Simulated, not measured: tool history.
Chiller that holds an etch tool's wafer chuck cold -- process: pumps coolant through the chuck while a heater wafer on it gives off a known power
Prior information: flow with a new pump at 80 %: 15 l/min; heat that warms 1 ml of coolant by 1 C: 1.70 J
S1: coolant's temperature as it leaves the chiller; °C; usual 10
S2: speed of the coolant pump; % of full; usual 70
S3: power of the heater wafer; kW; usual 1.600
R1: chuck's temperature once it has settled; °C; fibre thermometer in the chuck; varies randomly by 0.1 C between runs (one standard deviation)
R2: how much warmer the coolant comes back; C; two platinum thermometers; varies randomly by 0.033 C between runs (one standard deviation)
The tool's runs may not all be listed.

run	hour	S1	S2	S3	R1	R2
1	0.0	10	70	1.600	29.3	4.55
2	45.2	10	70	1.928	33.2	5.41
3	125.5	10	70	1.928	33.4	5.34
4	228.7	10	70	1.928	33.6	5.42
5	327.1	10	70	1.928	33.6	5.48
6	393.0	10	70	1.600	29.6	4.53
7	479.2	10	70	1.600	30.0	4.52
8	578.8	10	70	1.600	29.6	4.52
9	655.1	10	70	1.600	29.9	4.54
10	716.5	10	74	0.870	20.5	2.34
# hour 728.6: coolant pump overhauled
11	805.1	10	74	0.870	21.1	2.41
12	897.9	19	69	1.021	32.6	3.09
13	954.8	19	69	1.021	32.7	3.04
14	1012.8	12	83	1.525	29.3	3.89
15	1059.2	8	74	0.897	19.4	2.54

5 ways to go on from here, each from the tool as it stands after run 15. What would each give?
A	1164.9	18	74	1.112	?	?
B	1164.9	7	74	0.897	?	?
C	1164.9	4	74	1.330	?	?
D	1164.9	11	74	2.315	?	?
E	1164.9	8	85	1.111	?	?

run	R1	R2
A	32.4	3.15
B	18.6	2.59
C	21.0	3.77
D	40.3	6.62
E	20.7	2.79
Stripped of hidden state, with their random variation kept, the same runs would have yielded:
run	R1	R2
A	29.6	2.82
B	16.3	2.33
C	17.8	3.38
D	34.8	5.95
E	18.2	2.50

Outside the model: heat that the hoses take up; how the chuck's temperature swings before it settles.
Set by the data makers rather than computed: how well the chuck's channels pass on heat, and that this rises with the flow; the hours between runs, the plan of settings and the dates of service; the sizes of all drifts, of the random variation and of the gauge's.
